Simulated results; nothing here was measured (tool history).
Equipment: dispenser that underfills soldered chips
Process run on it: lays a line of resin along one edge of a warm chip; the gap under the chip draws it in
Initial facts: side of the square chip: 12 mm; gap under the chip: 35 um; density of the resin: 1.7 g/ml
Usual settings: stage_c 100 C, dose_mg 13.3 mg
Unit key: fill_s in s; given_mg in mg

run    day  stage_c  dose_mg  fill_s  given_mg
  1  0.000      100     13.3   535.9     13.04
  2  0.242      100     13.3   361.6     12.87
  3  0.404      100     13.3   462.4     13.01
  4  0.608      100     13.3   597.0     12.89
  5  0.754      100     13.3   382.0     12.77
  6  0.900      100     13.3   466.7     12.95
  7  1.083       94     13.3   775.9     12.83
  8  1.208      100     13.3   363.1     12.87
  9  1.400      100     13.3   465.5     12.72
 10  1.696      105     15.7   283.9     15.03
 11  1.908      105     15.7   383.7     14.89
 12  2.196      114     13.3   208.2     12.62
 13  2.329      114     13.3   260.0     12.71
 14  2.446      114     13.3   306.5     12.78
 15  2.658       96     16.6   406.3     15.87

Withheld: 6 entries from between the runs. Position of each, and hidden state at the listed run before versus the listed run after:
In the gap between runs 1 and 2: new syringe of resin (day 0.162)
  resin's viscosity, % of fresh resin's: 161.1 -> 109.9; dose that the valve gives, % of what is set: 98.46 -> 98.09; true chip temperature over the reading, C: -0.18 -> -0.2
  difference, measured minus the result without the unlogged condition, fill_s: +206.4 -> +36.1 s; given_mg: -0.21 -> -0.26 mg
In the gap between runs 4 and 5: new syringe of resin (day 0.662)
  resin's viscosity, % of fresh resin's: 187.2 -> 114.1; dose that the valve gives, % of what is set: 97.52 -> 97.29; true chip temperature over the reading, C: -0.24 -> -0.25
  difference, measured minus the result without the unlogged condition, fill_s: +282.5 -> +51.8 s; given_mg: -0.33 -> -0.36 mg
In the gap between runs 7 and 8: new syringe of resin (day 1.162)
  resin's viscosity, % of fresh resin's: 182.9 -> 109.1; dose that the valve gives, % of what is set: 96.79 -> 96.63; true chip temperature over the reading, C: -0.29 -> -0.3
  difference, measured minus the result without the unlogged condition, fill_s: +358.9 -> +35.8 s; given_mg: -0.43 -> -0.45 mg
In the gap between runs 9 and 10: new syringe of resin (day 1.646)
  resin's viscosity, % of fresh resin's: 143.6 -> 106.6; dose that the valve gives, % of what is set: 96.35 -> 95.9; true chip temperature over the reading, C: -0.31 -> -0.34
  difference, measured minus the result without the unlogged condition, fill_s: +147.4 -> +21.8 s; given_mg: -0.48 -> -0.65 mg
In the gap between runs 11 and 12: new syringe of resin (day 2.129)
  resin's viscosity, % of fresh resin's: 145.4 -> 110.9; dose that the valve gives, % of what is set: 95.61 -> 95.2; true chip temperature over the reading, C: -0.36 -> -0.38
  difference, measured minus the result without the unlogged condition, fill_s: +124.4 -> +24.5 s; given_mg: -0.69 -> -0.63 mg
In the gap between runs 14 and 15: new syringe of resin (day 2.608)
  resin's viscosity, % of fresh resin's: 159.5 -> 107.4; dose that the valve gives, % of what is set: 94.84 -> 94.53; true chip temperature over the reading, C: -0.41 -> -0.43
  difference, measured minus the result without the unlogged condition, fill_s: +118.9 -> +35.6 s; given_mg: -0.69 -> -0.91 mg
